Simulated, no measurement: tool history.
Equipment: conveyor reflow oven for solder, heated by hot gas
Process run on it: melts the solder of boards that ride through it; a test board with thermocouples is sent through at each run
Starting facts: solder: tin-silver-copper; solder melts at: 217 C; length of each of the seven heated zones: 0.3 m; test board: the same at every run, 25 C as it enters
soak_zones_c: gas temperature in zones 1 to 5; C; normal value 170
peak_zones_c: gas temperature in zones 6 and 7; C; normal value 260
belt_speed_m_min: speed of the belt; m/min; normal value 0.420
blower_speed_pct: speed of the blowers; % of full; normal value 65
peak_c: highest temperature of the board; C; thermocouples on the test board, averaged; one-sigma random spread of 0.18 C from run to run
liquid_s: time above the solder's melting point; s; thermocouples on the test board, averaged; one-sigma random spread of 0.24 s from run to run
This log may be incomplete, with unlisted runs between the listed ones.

run	hour	soak_zones_c	peak_zones_c	belt_speed_m_min	blower_speed_pct	peak_c	liquid_s
1	0.0	170	260	0.420	65	245.9	58.3
2	32.4	170	254	0.420	65	240.5	52.4
3	53.0	170	260	0.420	65	245.7	57.8
4	73.2	170	263	0.420	65	248.5	60.0
5	100.8	170	263	0.420	65	248.4	60.4
6	142.8	170	263	0.420	65	248.2	59.9
7	185.8	170	260	0.420	65	245.6	57.6
8	213.9	170	260	0.420	69	246.6	58.5
9	247.8	170	260	0.420	65	245.3	57.4
10	278.1	170	260	0.443	65	243.6	51.6
11	318.6	170	260	0.443	65	243.6	51.8
# hour 326.9: flux residue cleaned out of gas plates and filters
12	344.1	170	260	0.420	81	246.0	58.2
13	376.6	170	260	0.420	81	245.8	58.2
14	418.5	170	260	0.420	81	245.8	58.3
15	447.3	170	250	0.420	65	234.9	44.7
16	481.6	170	250	0.420	65	235.0	44.1
17	505.7	170	260	0.394	65	246.0	61.1
18	534.2	155	260	0.452	65	237.3	38.0
19	564.0	170	274	0.420	65	255.8	65.9
# hour 582.9: flux residue cleaned out of gas plates and filters, once more
20	594.0	170	274	0.420	65	261.1	70.3
21	626.5	170	274	0.480	65	255.9	57.6
22	652.6	159	263	0.480	65	244.0	44.8
23	696.9	159	263	0.480	65	244.2	44.7
# hour 732.7: belt drive overhauled, speed set with a stopwatch
24	740.7	179	264	0.420	65	252.2	66.5
25	776.5	163	264	0.474	65	245.3	46.2
26	808.3	170	270	0.420	65	255.7	65.8
27	832.8	170	260	0.420	65	247.3	58.2
28	873.5	179	260	0.420	72	249.8	65.1
29	895.6	179	260	0.420	72	249.6	64.8
30	917.4	170	264	0.420	65	250.8	61.5
31	960.7	162	264	0.380	65	252.6	67.6

3 ways to go on from here, each from the tool as it stands after run 31. What would each give?
A	992.4	165	260	0.420	64	?	?
B	992.4	170	250	0.420	65	?	?
C	992.4	170	260	0.375	65	?	?

run	peak_c	liquid_s
A	246.0	55.1
B	238.4	49.1
C	250.4	69.9
Had the tool no hidden state, the same runs would have come out as:
run	peak_c	liquid_s
A	244.5	54.1
B	236.8	47.6
C	248.5	68.6
